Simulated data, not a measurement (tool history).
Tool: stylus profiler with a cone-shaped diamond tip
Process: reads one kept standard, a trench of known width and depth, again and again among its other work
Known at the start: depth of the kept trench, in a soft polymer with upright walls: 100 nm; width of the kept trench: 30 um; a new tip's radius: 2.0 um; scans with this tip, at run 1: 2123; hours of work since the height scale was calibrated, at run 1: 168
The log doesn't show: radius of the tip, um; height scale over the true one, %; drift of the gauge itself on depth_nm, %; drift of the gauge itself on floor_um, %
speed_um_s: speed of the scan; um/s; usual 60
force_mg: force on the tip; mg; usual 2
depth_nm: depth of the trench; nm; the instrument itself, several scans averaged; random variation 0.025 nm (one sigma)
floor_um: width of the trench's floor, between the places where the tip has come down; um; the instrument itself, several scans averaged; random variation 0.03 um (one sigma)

run,hour,speed_um_s,force_mg,scans with this tip,hours of work since the height scale was calibrated,depth_nm,floor_um
1,0,60,2,2123,168,101.26,28.38
2,26.9,229,2,2305,182,101.25,27.35
3,60.6,229,1.03,2532,200,100.8,26.85
4,76.6,60,2,2640,209,101.21,28.32
5,96.9,60,2,2777,220,101.28,28.37
6,133.7,60,2,3025,239,101.28,28.33
7,152.3,60,2,3151,249,101.25,28.32
8,183.2,60,2,3359,266,101.25,28.27
9,212.9,60,2,3560,282,101.28,28.28
10,246.1,60,2,3784,299,101.27,28.25
# hour 249.2: height scale calibrated on a step standard
11,265.4,60,2,3911,9,101.31,28.27
12,291.7,69,2,4088,23,101.32,28.19
13,314.7,69,2,4244,35,101.26,28.18
14,347.8,69,2,4467,53,101.31,28.18
# hour 350.2: height scale calibrated on a step standard, once more
15,369,151,5.77,4607,10,102.35,28.08
16,395.3,73,1.18,4784,24,100.78,27.99
17,419.9,51,1.78,4950,37,101.08,28.25
18,440.3,22,3.05,5088,48,101.56,28.41
19,462,22,3.05,5234,60,101.53,28.46
20,490.6,22,3.05,5427,75,101.51,28.4
21,525.1,26,1.24,5661,93,100.81,28.34
22,556.7,26,1.24,5874,110,100.84,28.36

Measured less the same run without the tool's hidden state. The same run-to-run variation is in both; the gauge's scatter may not be:
run,depth_nm,floor_um
1,+0.07,-0.08
2,+0.07,-0.09
3,+0.07,-0.11
4,+0.07,-0.11
5,+0.07,-0.12
6,+0.08,-0.12
7,+0.08,-0.13
8,+0.08,-0.14
9,+0.09,-0.14
10,+0.09,-0.16
11,+0.11,-0.16
12,+0.11,-0.17
13,+0.11,-0.17
14,+0.12,-0.18
15,-0.04,-0.19
16,-0.04,-0.19
17,-0.03,-0.2
18,-0.03,-0.21
19,-0.03,-0.21
20,-0.03,-0.22
21,-0.03,-0.24
22,-0.02,-0.24
